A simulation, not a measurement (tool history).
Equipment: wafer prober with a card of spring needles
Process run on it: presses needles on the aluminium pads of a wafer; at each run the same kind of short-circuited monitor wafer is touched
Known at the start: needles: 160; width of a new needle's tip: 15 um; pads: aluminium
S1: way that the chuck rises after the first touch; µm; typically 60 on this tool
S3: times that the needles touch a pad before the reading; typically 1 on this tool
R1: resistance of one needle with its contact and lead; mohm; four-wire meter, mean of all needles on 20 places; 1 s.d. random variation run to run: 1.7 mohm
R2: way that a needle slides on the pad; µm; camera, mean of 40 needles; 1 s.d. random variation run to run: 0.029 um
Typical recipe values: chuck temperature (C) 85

{"run": 1, "hour": 0.0, "S1": 60, "chuck temperature (C)": 85, "S3": 1, "R1": 165, "R2": 8.57}
{"hour": 13.2, "done": "tips cleaned on abrasive film"}
{"hour": 32.9, "done": "tips cleaned on abrasive film"}
{"run": 2, "hour": 36.7, "S1": 60, "chuck temperature (C)": 85, "S3": 2, "R1": 163, "R2": 8.6}
{"hour": 52.4, "done": "tips cleaned on abrasive film"}
{"run": 3, "hour": 63.8, "S1": 60, "chuck temperature (C)": 85, "S3": 3, "R1": 166, "R2": 8.55}
{"hour": 71.3, "done": "tips cleaned on abrasive film"}
{"hour": 90.5, "done": "tips cleaned on abrasive film"}
{"run": 4, "hour": 91.9, "S1": 60, "chuck temperature (C)": 85, "S3": 1, "R1": 166, "R2": 8.66}
{"hour": 110.0, "done": "tips cleaned on abrasive film"}
{"run": 5, "hour": 126.9, "S1": 60, "chuck temperature (C)": 85, "S3": 1, "R1": 166, "R2": 8.65}
{"hour": 129.0, "done": "tips cleaned on abrasive film"}
{"hour": 150.1, "done": "tips cleaned on abrasive film"}
{"run": 6, "hour": 158.3, "S1": 60, "chuck temperature (C)": 85, "S3": 1, "R1": 165, "R2": 8.64}
{"hour": 168.8, "done": "tips cleaned on abrasive film"}
{"run": 7, "hour": 181.6, "S1": 60, "chuck temperature (C)": 83, "S3": 1, "R1": 166, "R2": 8.63}
{"hour": 189.2, "done": "tips cleaned on abrasive film"}
{"hour": 193.6, "done": "height of the first contact set anew"}
{"run": 8, "hour": 203.6, "S1": 58, "chuck temperature (C)": 83, "S3": 1, "R1": 170, "R2": 8.41}
{"hour": 208.8, "done": "tips cleaned on abrasive film"}
{"run": 9, "hour": 223.5, "S1": 58, "chuck temperature (C)": 83, "S3": 1, "R1": 166, "R2": 8.4}
{"hour": 228.5, "done": "tips cleaned on abrasive film"}
{"hour": 250.0, "done": "tips cleaned on abrasive film"}
{"run": 10, "hour": 252.3, "S1": 58, "chuck temperature (C)": 121, "S3": 1, "R1": 171, "R2": 8.38}
{"hour": 269.1, "done": "tips cleaned on abrasive film"}
{"run": 11, "hour": 277.7, "S1": 58, "chuck temperature (C)": 121, "S3": 1, "R1": 172, "R2": 8.46}
{"hour": 289.8, "done": "tips cleaned on abrasive film"}
{"run": 12, "hour": 296.0, "S1": 58, "chuck temperature (C)": 121, "S3": 1, "R1": 172, "R2": 8.38}
{"hour": 309.1, "done": "tips cleaned on abrasive film"}
{"run": 13, "hour": 326.0, "S1": 58, "chuck temperature (C)": 121, "S3": 1, "R1": 170, "R2": 8.49}
{"hour": 327.6, "done": "tips cleaned on abrasive film"}
{"hour": 348.9, "done": "tips cleaned on abrasive film"}
{"run": 14, "hour": 358.4, "S1": 58, "chuck temperature (C)": 121, "S3": 1, "R1": 174, "R2": 8.54}
{"hour": 367.8, "done": "tips cleaned on abrasive film"}
{"run": 15, "hour": 377.7, "S1": 58, "chuck temperature (C)": 121, "S3": 1, "R1": 175, "R2": 8.49}
{"hour": 387.0, "done": "tips cleaned on abrasive film"}
{"hour": 398.6, "done": "gauge calibrated"}
{"hour": 406.5, "done": "tips cleaned on abrasive film"}
{"run": 16, "hour": 413.9, "S1": 58, "chuck temperature (C)": 121, "S3": 1, "R1": 173, "R2": 8.24}
{"hour": 426.2, "done": "tips cleaned on abrasive film"}
{"hour": 446.0, "done": "tips cleaned on abrasive film"}
{"run": 17, "hour": 447.9, "S1": 57, "chuck temperature (C)": 47, "S3": 2, "R1": 162, "R2": 8.16}
{"hour": 464.7, "done": "tips cleaned on abrasive film"}
{"hour": 471.6, "done": "height of the first contact set anew"}
{"hour": 484.4, "done": "tips cleaned on abrasive film"}
{"run": 18, "hour": 485.6, "S1": 40, "chuck temperature (C)": 118, "S3": 1, "R1": 178, "R2": 5.72}
{"hour": 504.2, "done": "tips cleaned on abrasive film"}
{"run": 19, "hour": 506.0, "S1": 40, "chuck temperature (C)": 118, "S3": 1, "R1": 178, "R2": 5.73}

Run 20 has not been measured yet. What should we expect?
{"hour": 523.0, "done": "tips cleaned on abrasive film"}
{"run": 20, "hour": 524.2, "S1": 40, "chuck temperature (C)": 68, "S3": 3, "R1": "?", "R2": "?"}

Run 20 measured R1 168 mohm, R2 5.76 µm.
Take away the tool's hidden state, keep the run-to-run variation as it was, and the same run would have given R1 168 mohm, R2 5.71 µm.
